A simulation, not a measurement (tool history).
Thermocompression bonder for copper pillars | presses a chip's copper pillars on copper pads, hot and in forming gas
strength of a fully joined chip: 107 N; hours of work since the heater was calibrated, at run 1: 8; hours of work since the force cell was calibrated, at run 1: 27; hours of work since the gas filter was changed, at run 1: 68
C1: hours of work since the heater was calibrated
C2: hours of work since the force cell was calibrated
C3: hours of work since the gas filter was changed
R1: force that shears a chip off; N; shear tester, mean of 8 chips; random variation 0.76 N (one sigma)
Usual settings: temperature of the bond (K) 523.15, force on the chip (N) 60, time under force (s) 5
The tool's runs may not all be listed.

Run 1, hour 0.0: usual settings; C1 8; C2 27; C3 68. Result: R1 53.0 N.
Run 2, hour 12.7: usual settings; C1 18; C2 37; C3 78. Result: R1 54.7 N.
Run 3, hour 24.2: usual settings; C1 27; C2 46; C3 87. Result: R1 52.0 N.
Run 4, hour 39.4: usual settings; C1 38; C2 57; C3 99. Result: R1 53.6 N.
Run 5, hour 57.6: usual settings but temperature of the bond (K) 499.15; C1 52; C2 71; C3 112. Result: R1 38.5 N.
Run 6, hour 72.7: usual settings; C1 64; C2 83; C3 124. Result: R1 50.8 N.
Run 7, hour 81.5: usual settings; C1 71; C2 89; C3 131. Result: R1 53.1 N.
Run 8, hour 93.6: usual settings; C1 80; C2 99; C3 140. Result: R1 52.3 N.
Run 9, hour 110.1: usual settings but force on the chip (N) 41; C1 92; C2 111; C3 153. Result: R1 36.0 N.
Run 10, hour 123.1: usual settings but force on the chip (N) 41; C1 102; C2 121; C3 163. Result: R1 36.7 N.
Run 11, hour 141.2: usual settings; C1 116; C2 135; C3 176. Result: R1 50.1 N.
At hour 145.5: forming gas filter changed.
Run 12, hour 156.8: usual settings but time under force (s) 8; C1 128; C2 147; C3 9. Result: R1 63.8 N.
Run 13, hour 175.2: usual settings but temperature of the bond (K) 535.15, time under force (s) 8; C1 142; C2 161; C3 23. Result: R1 72.0 N.
Run 14, hour 183.8: usual settings but temperature of the bond (K) 535.15, time under force (s) 8; C1 148; C2 167; C3 29. Result: R1 70.1 N.
Run 15, hour 193.6: usual settings; C1 156; C2 175; C3 37. Result: R1 54.0 N.
Run 16, hour 204.4: usual settings; C1 164; C2 183; C3 45. Result: R1 53.1 N.
Run 17, hour 217.9: usual settings but time under force (s) 6; C1 174; C2 193; C3 55. Result: R1 57.0 N.
Run 18, hour 235.4: usual settings but temperature of the bond (K) 537.15, force on the chip (N) 71; C1 188; C2 207; C3 69. Result: R1 70.2 N.
Run 19, hour 248.2: usual settings but temperature of the bond (K) 537.15, force on the chip (N) 45, time under force (s) 6; C1 198; C2 217; C3 78. Result: R1 52.2 N.
Run 20, hour 257.1: usual settings but temperature of the bond (K) 496.15, force on the chip (N) 40, time under force (s) 6; C1 204; C2 223; C3 85. Result: R1 26.4 N.
Run 21, hour 267.2: usual settings but temperature of the bond (K) 552.15, force on the chip (N) 55, time under force (s) 6; C1 212; C2 231; C3 93. Result: R1 68.3 N.
Run 22, hour 283.4: usual settings but temperature of the bond (K) 510.15, force on the chip (N) 55, time under force (s) 3; C1 225; C2 243; C3 105. Result: R1 33.9 N.
Run 23, hour 300.1: usual settings but temperature of the bond (K) 502.15, force on the chip (N) 87, time under force (s) 7; C1 237; C2 256; C3 118. Result: R1 58.8 N.
Run 24, hour 316.4: usual settings but temperature of the bond (K) 496.15, force on the chip (N) 46, time under force (s) 7; C1 250; C2 269; C3 131. Result: R1 29.8 N.
Run 25, hour 329.3: usual settings but temperature of the bond (K) 496.15, force on the chip (N) 46, time under force (s) 7; C1 260; C2 279; C3 140. Result: R1 30.5 N.
Run 26, hour 345.2: usual settings but temperature of the bond (K) 547.15, force on the chip (N) 46, time under force (s) 3; C1 272; C2 291; C3 153. Result: R1 44.5 N.
Run 27, hour 360.3: usual settings but temperature of the bond (K) 547.15, force on the chip (N) 46, time under force (s) 3; C1 283; C2 302; C3 164. Result: R1 44.2 N.
Run 28, hour 370.0: usual settings but temperature of the bond (K) 535.15; C1 291; C2 310; C3 172. Result: R1 56.1 N.
Run 29, hour 378.9: usual settings but temperature of the bond (K) 548.15, force on the chip (N) 66, time under force (s) 9; C1 298; C2 316; C3 178. Result: R1 78.8 N.
At hour 380.8: forming gas filter changed.
Run 30, hour 388.2: usual settings but temperature of the bond (K) 531.15, force on the chip (N) 56; C1 304; C2 323; C3 6. Result: R1 56.8 N.
Run 31, hour 402.2: usual settings but temperature of the bond (K) 533.15, force on the chip (N) 82, time under force (s) 10; C1 315; C2 334; C3 16. Result: R1 87.7 N.
Run 32, hour 416.6: usual settings but force on the chip (N) 65; C1 326; C2 345; C3 27. Result: R1 57.8 N.
Run 33, hour 433.6: usual settings but temperature of the bond (K) 548.15, force on the chip (N) 61, time under force (s) 3; C1 339; C2 358; C3 40. Result: R1 59.0 N.
Run 34, hour 444.6: usual settings but temperature of the bond (K) 499.15, force on the chip (N) 45, time under force (s) 12; C1 347; C2 366; C3 49. Result: R1 39.9 N.

Hidden state or all else? Some run-to-run changes of R1, split into what the settings, what came in and random variation would give without the hidden state, and what is left for the hidden state (with any gauge scatter that isn't in both results):
The hidden state here: true temperature of the bond over the reading, C; force that reaches the chip, % of what is set; oxide that the forming gas leaves, % of the face; drift of the gauge itself on shear_n, %.
Run 11 -> 12: time under force (s) 5 -> 8, forming gas filter changed. R1 +13.7 N: hidden state +4.6, all else +9.1.
Run 20 -> 21: temperature of the bond (K) 496.15 -> 552.15, force on the chip (N) 40 -> 55. R1 +41.9 N: hidden state -2.7, all else +44.6.
Run 21 -> 22: temperature of the bond (K) 552.15 -> 510.15, time under force (s) 6 -> 3. R1 -34.4 N: hidden state +1.6, all else -36.0.
Run 29 -> 30: temperature of the bond (K) 548.15 -> 531.15, force on the chip (N) 66 -> 56, time under force (s) 9 -> 5, forming gas filter changed. R1 -22.0 N: hidden state +7.2, all else -29.2.
Run 30 -> 31: temperature of the bond (K) 531.15 -> 533.15, force on the chip (N) 56 -> 82, time under force (s) 5 -> 10. R1 +30.9 N: hidden state -0.3, all else +31.2.
